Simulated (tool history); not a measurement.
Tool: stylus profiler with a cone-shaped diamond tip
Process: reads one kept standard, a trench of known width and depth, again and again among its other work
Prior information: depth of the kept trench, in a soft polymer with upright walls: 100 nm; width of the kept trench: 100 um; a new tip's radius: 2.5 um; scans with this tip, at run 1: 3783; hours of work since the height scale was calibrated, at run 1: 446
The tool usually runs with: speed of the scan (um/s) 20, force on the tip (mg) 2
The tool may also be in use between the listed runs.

| run | hour | speed of the scan (um/s) | force on the tip (mg) | scans with this tip | hours of work since the height scale was calibrated | depth of the trench (nm) | width of the trench's floor (nm) |
|---|---|---|---|---|---|---|---|
| 1 | 0 | 20 | 2 | 3783 | 446 | 100.96 | 98260 |
| 2 | 20.1 | 20 | 2 | 3894 | 459 | 101.03 | 98320 |
| 3 | 43.2 | 20 | 2 | 4021 | 474 | 101 | 98260 |
| 4 | 58.2 | 20 | 2 | 4104 | 484 | 101.21 | 98320 |
| 5 | 82.9 | 20 | 2 | 4240 | 500 | 101.11 | 98270 |
| 6 | 106 | 20 | 2 | 4368 | 515 | 101.17 | 98340 |
| 7 | 131 | 20 | 2 | 4506 | 531 | 101.06 | 98320 |
| 8 | 150.5 | 57 | 2 | 4613 | 544 | 101.16 | 98010 |
| 9 | 165.3 | 57 | 2 | 4696 | 554 | 101.08 | 98040 |
| 10 | 185.6 | 57 | 2 | 4807 | 567 | 101.09 | 98050 |
| 11 | 206.8 | 57 | 2 | 4925 | 581 | 101.04 | 98040 |
| 12 | 223.3 | 57 | 2 | 5015 | 591 | 101.32 | 98010 |
| 13 | 240.7 | 57 | 2 | 5112 | 603 | 101.35 | 98000 |
| 14 | 264.5 | 57 | 2 | 5243 | 618 | 101.15 | 98050 |
| 15 | 285.9 | 57 | 2 | 5361 | 632 | 101.28 | 97990 |
| 16 | 304.3 | 57 | 2 | 5463 | 644 | 101.16 | 97960 |
|  | 307.5 | height scale calibrated on a step standard |
| 17 | 330.2 | 21 | 4.37 | 5603 | 15 | 102.02 | 98280 |
| 18 | 347.8 | 20 | 3.25 | 5700 | 26 | 101.73 | 98340 |
| 19 | 366.3 | 14 | 0.98 | 5803 | 38 | 101 | 98210 |
| 20 | 392.8 | 15 | 4.4 | 5949 | 56 | 102.16 | 98380 |
| 21 | 413.3 | 67 | 2.34 | 6062 | 69 | 101.47 | 97970 |
| 22 | 428.7 | 17 | 0.69 | 6147 | 79 | 100.92 | 98140 |
|  | 457.8 | height scale calibrated on a step standard, once more |
| 23 | 457.8 | 17 | 0.69 | 6305 | 0 | 100.47 | 98170 |
| 24 | 486.9 | 7 | 1.61 | 6466 | 19 | 100.96 | 98330 |
| 25 | 503.4 | 7 | 1.61 | 6557 | 30 | 100.85 | 98290 |
| 26 | 528.2 | 8 | 5.12 | 6694 | 46 | 101.83 | 98390 |
| 27 | 547.7 | 8 | 5.12 | 6801 | 59 | 101.9 | 98320 |
| 28 | 573.6 | 12 | 3.34 | 6944 | 75 | 101.28 | 98200 |
| 29 | 591 | 20 | 1.14 | 7040 | 87 | 100.61 | 98150 |
| 30 | 613.6 | 20 | 1.14 | 7165 | 101 | 100.59 | 98160 |

Below are 5 alternative next runs, each starting from the tool's condition after run 30. Predict each:
| A | 637.4 | 17 | 3.59 | 7297 | 117 | ? | ? |
| B | 637.4 | 24 | 2 | 7297 | 117 | ? | ? |
| C | 637.4 | 12 | 1.06 | 7297 | 117 | ? | ? |
| D | 637.4 | 7 | 2.36 | 7297 | 117 | ? | ? |
| E | 637.4 | 33 | 3.45 | 7297 | 117 | ? | ? |

| run | depth of the trench (nm) | width of the trench's floor (nm) |
|---|---|---|
| A | 101.36 | 98260 |
| B | 100.93 | 98160 |
| C | 100.62 | 98200 |
| D | 101.16 | 98270 |
| E | 101.45 | 98180 |
What these runs would have given with no unlogged condition in the tool:
| run | depth of the trench (nm) | width of the trench's floor (nm) |
|---|---|---|
| A | 101.26 | 98520 |
| B | 100.84 | 98420 |
| C | 100.52 | 98460 |
| D | 101.06 | 98530 |
| E | 101.36 | 98440 |
